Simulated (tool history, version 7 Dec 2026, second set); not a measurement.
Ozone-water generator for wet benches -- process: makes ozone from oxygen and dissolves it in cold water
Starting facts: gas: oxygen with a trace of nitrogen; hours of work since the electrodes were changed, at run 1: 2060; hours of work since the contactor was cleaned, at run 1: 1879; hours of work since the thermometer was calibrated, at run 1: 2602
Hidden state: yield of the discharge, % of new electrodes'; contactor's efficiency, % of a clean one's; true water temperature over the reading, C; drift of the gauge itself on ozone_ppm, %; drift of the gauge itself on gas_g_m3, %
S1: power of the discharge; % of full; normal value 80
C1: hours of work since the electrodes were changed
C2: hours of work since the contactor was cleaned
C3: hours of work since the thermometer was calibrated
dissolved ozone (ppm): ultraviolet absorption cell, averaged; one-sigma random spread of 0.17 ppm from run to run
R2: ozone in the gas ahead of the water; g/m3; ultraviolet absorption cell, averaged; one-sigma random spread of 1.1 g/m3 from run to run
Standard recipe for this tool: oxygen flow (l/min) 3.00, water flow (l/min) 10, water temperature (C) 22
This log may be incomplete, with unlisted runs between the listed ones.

Run 1, hour 0.0: usual settings; C1 2060; C2 1879; C3 2602. Result: dissolved ozone (ppm) 23.1, R2 204.8 g/m3.
Run 2, hour 86.6: usual settings; C1 2116; C2 1934; C3 2658. Result: dissolved ozone (ppm) 22.9, R2 204.7 g/m3.
Run 3, hour 175.4: usual settings; C1 2173; C2 1992; C3 2716. Result: dissolved ozone (ppm) 23.0, R2 203.5 g/m3.
Run 4, hour 260.3: usual settings; C1 2228; C2 2046; C3 2770. Result: dissolved ozone (ppm) 22.9, R2 202.9 g/m3.
Run 5, hour 320.6: usual settings; C1 2267; C2 2085; C3 2809. Result: dissolved ozone (ppm) 23.1, R2 203.9 g/m3.
Run 6, hour 378.0: usual settings; C1 2304; C2 2122; C3 2846. Result: dissolved ozone (ppm) 22.9, R2 201.6 g/m3.
Run 7, hour 438.6: usual settings but S1 51 % of full; C1 2343; C2 2161; C3 2885. Result: dissolved ozone (ppm) 16.6, R2 145.3 g/m3.
Run 8, hour 527.9: usual settings; C1 2400; C2 2219; C3 2943. Result: dissolved ozone (ppm) 22.9, R2 204.7 g/m3.
Run 9, hour 569.9: usual settings but water flow (l/min) 8; C1 2427; C2 2246; C3 2970. Result: dissolved ozone (ppm) 26.8, R2 202.4 g/m3.
Run 10, hour 630.1: usual settings but water flow (l/min) 8; C1 2466; C2 2285; C3 3009. Result: dissolved ozone (ppm) 26.4, R2 204.4 g/m3.
Run 11, hour 687.1: usual settings; C1 2503; C2 2322; C3 3046. Result: dissolved ozone (ppm) 22.9, R2 202.8 g/m3.
At hour 731.3: water thermometer calibrated.
Run 12, hour 767.5: usual settings but oxygen flow (l/min) 3.14; C1 2555; C2 2373; C3 23. Result: dissolved ozone (ppm) 22.9, R2 195.9 g/m3.
Run 13, hour 864.1: usual settings but oxygen flow (l/min) 3.14; C1 2617; C2 2435; C3 86. Result: dissolved ozone (ppm) 22.7, R2 196.8 g/m3.
Run 14, hour 958.1: usual settings but oxygen flow (l/min) 3.14; C1 2677; C2 2496; C3 146. Result: dissolved ozone (ppm) 22.9, R2 197.0 g/m3.
Run 15, hour 1053.2: usual settings but oxygen flow (l/min) 3.14; C1 2739; C2 2557; C3 208. Result: dissolved ozone (ppm) 22.6, R2 196.8 g/m3.
Run 16, hour 1123.1: usual settings but oxygen flow (l/min) 1.90; C1 2784; C2 2602; C3 253. Result: dissolved ozone (ppm) 24.9, R2 277.3 g/m3.
Run 17, hour 1218.5: usual settings but oxygen flow (l/min) 1.90, water temperature (C) 23; C1 2845; C2 2664; C3 314. Result: dissolved ozone (ppm) 24.2, R2 278.1 g/m3.
Run 18, hour 1313.1: usual settings; C1 2906; C2 2725; C3 375. Result: dissolved ozone (ppm) 23.1, R2 199.8 g/m3.
Run 19, hour 1400.0: usual settings but oxygen flow (l/min) 1.97, water temperature (C) 17; C1 2962; C2 2781; C3 431. Result: dissolved ozone (ppm) 26.0, R2 270.1 g/m3.
Run 20, hour 1498.0: usual settings but oxygen flow (l/min) 1.97, water temperature (C) 17; C1 3026; C2 2844; C3 494. Result: dissolved ozone (ppm) 26.2, R2 268.9 g/m3.
Run 21, hour 1593.6: usual settings but water temperature (C) 28; C1 3087; C2 2906; C3 556. Result: dissolved ozone (ppm) 20.9, R2 200.2 g/m3.
Run 22, hour 1668.5: usual settings but S1 76 % of full, water flow (l/min) 7; C1 3135; C2 2954; C3 604. Result: dissolved ozone (ppm) 27.7, R2 194.5 g/m3.
Run 23, hour 1762.4: usual settings but S1 76 % of full, water flow (l/min) 7; C1 3196; C2 3015; C3 665. Result: dissolved ozone (ppm) 27.8, R2 192.0 g/m3.
Run 24, hour 1851.5: usual settings but S1 51 % of full, water flow (l/min) 12, water temperature (C) 17; C1 3254; C2 3072; C3 722. Result: dissolved ozone (ppm) 15.5, R2 142.7 g/m3.
Run 25, hour 1905.9: usual settings but S1 51 % of full, water flow (l/min) 12, water temperature (C) 17; C1 3289; C2 3107; C3 757. Result: dissolved ozone (ppm) 15.2, R2 143.2 g/m3.
Run 26, hour 1961.7: usual settings but S1 67 % of full, oxygen flow (l/min) 4.58, water flow (l/min) 8, water temperature (C) 14; C1 3325; C2 3143; C3 793. Result: dissolved ozone (ppm) 24.0, R2 130.9 g/m3.
Run 27, hour 2021.4: usual settings but S1 94 % of full, water temperature (C) 23; C1 3363; C2 3182; C3 832. Result: dissolved ozone (ppm) 25.4, R2 224.9 g/m3.
Run 28, hour 2079.0: usual settings but S1 94 % of full, water temperature (C) 23; C1 3400; C2 3219; C3 869. Result: dissolved ozone (ppm) 25.4, R2 226.2 g/m3.
Run 29, hour 2169.3: usual settings but S1 43 % of full, oxygen flow (l/min) 1.70, water flow (l/min) 7, water temperature (C) 29; C1 3458; C2 3277; C3 927. Result: dissolved ozone (ppm) 18.2, R2 185.7 g/m3.
Run 30, hour 2238.7: usual settings but S1 99 % of full, oxygen flow (l/min) 2.08, water temperature (C) 28; C1 3503; C2 3322; C3 972. Result: dissolved ozone (ppm) 26.5, R2 305.9 g/m3.
Run 31, hour 2292.2: usual settings but S1 46 % of full, water temperature (C) 14; C1 3538; C2 3356; C3 1006. Result: dissolved ozone (ppm) 17.2, R2 131.9 g/m3.
Run 32, hour 2351.0: usual settings but S1 46 % of full, water temperature (C) 14; C1 3576; C2 3394; C3 1044. Result: dissolved ozone (ppm) 17.4, R2 129.2 g/m3.
At hour 2363.4: contactor cleaned.
Run 33, hour 2418.1: usual settings but S1 59 % of full, water flow (l/min) 14, water temperature (C) 23; C1 3616; C2 35; C3 1085. Result: dissolved ozone (ppm) 14.0, R2 157.2 g/m3.

Some steps in R2 between neighbouring runs. How much of each would the tool show without its hidden state too (settings, what came in, random variation), and how much is left for the hidden state, with any gauge scatter that isn't in both results?
Run 26 -> 27: S1 67 -> 94, oxygen flow (l/min) 4.58 -> 3.00, water flow (l/min) 8 -> 10, water temperature (C) 14 -> 23. R2 +94.0 g/m3: hidden state -2.5, all else +96.5.
Run 29 -> 30: S1 43 -> 99, oxygen flow (l/min) 1.70 -> 2.08, water flow (l/min) 7 -> 10, water temperature (C) 29 -> 28. R2 +120.2 g/m3: hidden state -3.6, all else +123.8.
Run 30 -> 31: S1 99 -> 46, oxygen flow (l/min) 2.08 -> 3.00, water temperature (C) 28 -> 14. R2 -174.0 g/m3: hidden state +4.7, all else -178.7.
